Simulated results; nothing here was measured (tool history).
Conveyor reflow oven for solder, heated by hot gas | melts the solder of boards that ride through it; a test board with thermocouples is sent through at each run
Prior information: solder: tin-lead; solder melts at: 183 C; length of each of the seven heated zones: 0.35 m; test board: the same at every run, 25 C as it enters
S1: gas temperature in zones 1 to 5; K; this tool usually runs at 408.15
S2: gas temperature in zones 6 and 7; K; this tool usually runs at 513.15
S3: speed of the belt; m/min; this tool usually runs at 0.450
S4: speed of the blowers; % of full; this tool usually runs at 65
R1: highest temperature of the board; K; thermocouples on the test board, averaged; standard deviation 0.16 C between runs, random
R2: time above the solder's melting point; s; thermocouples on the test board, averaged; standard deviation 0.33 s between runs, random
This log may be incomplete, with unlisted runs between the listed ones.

run,hour,S1,S2,S3,S4,R1,R2
1,0.0,408.15,513.15,0.450,65,490.35,67.8
2,12.8,408.15,513.15,0.450,65,490.15,67.5
3,29.4,408.15,513.15,0.450,65,489.95,67.7
4,44.1,408.15,513.15,0.450,65,490.05,67.4
5,53.8,408.15,513.15,0.450,65,490.05,67.5
6,70.8,408.15,513.15,0.450,65,489.75,67.7
7,81.0,408.15,513.15,0.450,65,489.85,67.5
8,94.9,408.15,513.15,0.523,65,483.25,50.3
9,106.8,408.15,513.15,0.523,65,483.15,50.2
10,123.5,408.15,522.15,0.379,78,506.85,97.9
11,143.5,408.15,522.15,0.379,78,506.55,98.1
12,161.8,408.15,522.15,0.531,65,489.15,55.6
13,172.5,399.15,505.15,0.450,53,476.95,46.8

5 ways to go on from here, each from the tool as it stands after run 13. What would each give?
A,189.1,399.15,505.15,0.470,64,?,?
B,189.1,394.15,515.15,0.450,65,?,?
C,189.1,399.15,505.15,0.416,71,?,?
D,189.1,408.15,513.15,0.457,65,?,?
E,189.1,399.15,505.15,0.456,53,?,?

run,R1,R2
A,478.45,47.1
B,487.75,59.9
C,485.65,64.7
D,488.85,64.9
E,476.05,45.3
What these runs would have given with no unlogged condition in the tool:
run,R1,R2
A,478.85,47.2
B,488.15,59.8
C,485.85,64.4
D,489.05,64.5
E,476.25,45.1

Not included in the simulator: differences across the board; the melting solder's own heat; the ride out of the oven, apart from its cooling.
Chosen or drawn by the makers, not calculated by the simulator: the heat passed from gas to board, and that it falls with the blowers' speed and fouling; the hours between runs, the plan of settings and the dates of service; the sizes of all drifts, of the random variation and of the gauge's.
